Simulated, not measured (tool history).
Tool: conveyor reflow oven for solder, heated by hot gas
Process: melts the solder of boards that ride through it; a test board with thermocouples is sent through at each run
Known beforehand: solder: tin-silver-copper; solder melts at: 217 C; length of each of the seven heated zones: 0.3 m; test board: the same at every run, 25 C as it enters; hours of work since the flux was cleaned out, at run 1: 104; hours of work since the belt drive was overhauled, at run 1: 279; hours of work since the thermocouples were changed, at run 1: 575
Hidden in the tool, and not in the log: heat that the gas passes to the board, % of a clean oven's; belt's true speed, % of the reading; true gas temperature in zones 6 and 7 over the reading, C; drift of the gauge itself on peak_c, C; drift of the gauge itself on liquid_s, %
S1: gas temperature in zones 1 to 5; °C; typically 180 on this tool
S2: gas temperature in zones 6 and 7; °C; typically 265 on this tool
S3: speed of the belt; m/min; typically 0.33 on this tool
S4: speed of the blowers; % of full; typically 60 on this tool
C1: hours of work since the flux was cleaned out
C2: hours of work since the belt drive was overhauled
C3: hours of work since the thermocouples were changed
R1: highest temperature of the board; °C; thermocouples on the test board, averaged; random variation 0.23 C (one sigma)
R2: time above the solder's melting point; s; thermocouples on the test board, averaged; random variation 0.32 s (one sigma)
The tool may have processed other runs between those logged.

| run | hour | S1 | S2 | S3 | S4 | C1 | C2 | C3 | R1 | R2 |
|---|---|---|---|---|---|---|---|---|---|---|
| 1 | 0 | 180 | 265 | 0.33 | 60 | 104 | 279 | 575 | 248.3 | 80.1 |
| 2 | 11.9 | 180 | 265 | 0.33 | 60 | 112 | 286 | 582 | 248.5 | 79.5 |
| 3 | 19.6 | 180 | 265 | 0.33 | 60 | 117 | 291 | 587 | 248.4 | 79.9 |
| 4 | 31.5 | 180 | 265 | 0.33 | 60 | 124 | 298 | 595 | 248.6 | 79.6 |
| 5 | 39.7 | 180 | 264 | 0.33 | 60 | 129 | 304 | 600 | 247.6 | 78.8 |
| 6 | 48 | 180 | 264 | 0.33 | 60 | 134 | 309 | 605 | 247.6 | 78.8 |
| 7 | 59 | 180 | 264 | 0.33 | 60 | 141 | 316 | 612 | 247.3 | 78.1 |
| 8 | 65.9 | 180 | 264 | 0.33 | 60 | 146 | 320 | 616 | 247.2 | 78.8 |
| 9 | 76.1 | 180 | 264 | 0.33 | 60 | 152 | 327 | 623 | 247.6 | 79.2 |
| 10 | 84.7 | 180 | 264 | 0.33 | 60 | 158 | 332 | 628 | 247.8 | 79.1 |
| 11 | 94 | 180 | 264 | 0.33 | 60 | 164 | 338 | 634 | 247.5 | 79 |
| 12 | 103 | 180 | 265 | 0.33 | 60 | 169 | 344 | 640 | 248.6 | 80 |
| 13 | 113 | 180 | 265 | 0.33 | 60 | 176 | 350 | 646 | 248.4 | 79.8 |
| 14 | 120.9 | 180 | 265 | 0.33 | 71 | 181 | 355 | 651 | 251.4 | 84.4 |
| 15 | 131.1 | 180 | 265 | 0.33 | 71 | 187 | 361 | 658 | 251.7 | 83.8 |
| 16 | 142.4 | 180 | 265 | 0.33 | 71 | 194 | 368 | 665 | 251.4 | 84.6 |
| 17 | 151.3 | 180 | 275 | 0.33 | 52 | 200 | 374 | 670 | 254.1 | 84.1 |
|  | 168.2 | flux residue cleaned out of gas plates and filters |
| 18 | 169 | 185 | 253 | 0.33 | 52 | 1 | 382 | 678 | 236.9 | 65.5 |
| 19 | 180 | 173 | 264 | 0.265 | 51 | 7 | 389 | 685 | 250.2 | 98.6 |
| 20 | 189.2 | 180 | 265 | 0.268 | 71 | 13 | 395 | 691 | 256.4 | 113 |
| 21 | 200.5 | 170 | 254 | 0.362 | 64 | 20 | 402 | 698 | 235.2 | 49.9 |
| 22 | 209.4 | 170 | 254 | 0.362 | 64 | 26 | 408 | 704 | 235.8 | 50.4 |
| 23 | 219 | 180 | 254 | 0.291 | 64 | 32 | 414 | 710 | 243.4 | 86.9 |
| 24 | 232.1 | 172 | 274 | 0.33 | 59 | 40 | 422 | 718 | 254.3 | 81.2 |
| 25 | 241.6 | 172 | 274 | 0.33 | 59 | 46 | 428 | 724 | 254.1 | 81.3 |
| 26 | 250.2 | 180 | 265 | 0.354 | 60 | 52 | 433 | 730 | 246.5 | 71 |
| 27 | 261.3 | 185 | 279 | 0.33 | 55 | 59 | 440 | 737 | 259.5 | 92.7 |
| 28 | 273.9 | 170 | 261 | 0.31 | 79 | 67 | 448 | 745 | 249.8 | 83.9 |
| 29 | 285.2 | 170 | 261 | 0.31 | 79 | 74 | 456 | 752 | 249.9 | 83.9 |
| 30 | 298.2 | 170 | 261 | 0.31 | 79 | 82 | 464 | 760 | 249.8 | 84.1 |
| 31 | 306 | 170 | 261 | 0.31 | 79 | 87 | 469 | 765 | 249.8 | 84.6 |

4 options for the next run, each taken on its own from the tool as it stands now. Forecast them:
| A | 315.3 | 170 | 261 | 0.337 | 79 | 93 | 475 | 771 | ? | ? |
| B | 315.3 | 170 | 270 | 0.31 | 87 | 93 | 475 | 771 | ? | ? |
| C | 315.3 | 190 | 261 | 0.298 | 58 | 93 | 475 | 771 | ? | ? |
| D | 315.3 | 179 | 261 | 0.352 | 77 | 93 | 475 | 771 | ? | ? |

| run | R1 | R2 |
|---|---|---|
| A | 247.9 | 74.3 |
| B | 259.9 | 93.8 |
| C | 248.5 | 97.5 |
| D | 247.5 | 74.6 |
What these runs would have given with no unlogged condition in the tool:
| run | R1 | R2 |
|---|---|---|
| A | 247.9 | 74.2 |
| B | 259.8 | 93.8 |
| C | 248.5 | 97.4 |
| D | 247.5 | 74.6 |

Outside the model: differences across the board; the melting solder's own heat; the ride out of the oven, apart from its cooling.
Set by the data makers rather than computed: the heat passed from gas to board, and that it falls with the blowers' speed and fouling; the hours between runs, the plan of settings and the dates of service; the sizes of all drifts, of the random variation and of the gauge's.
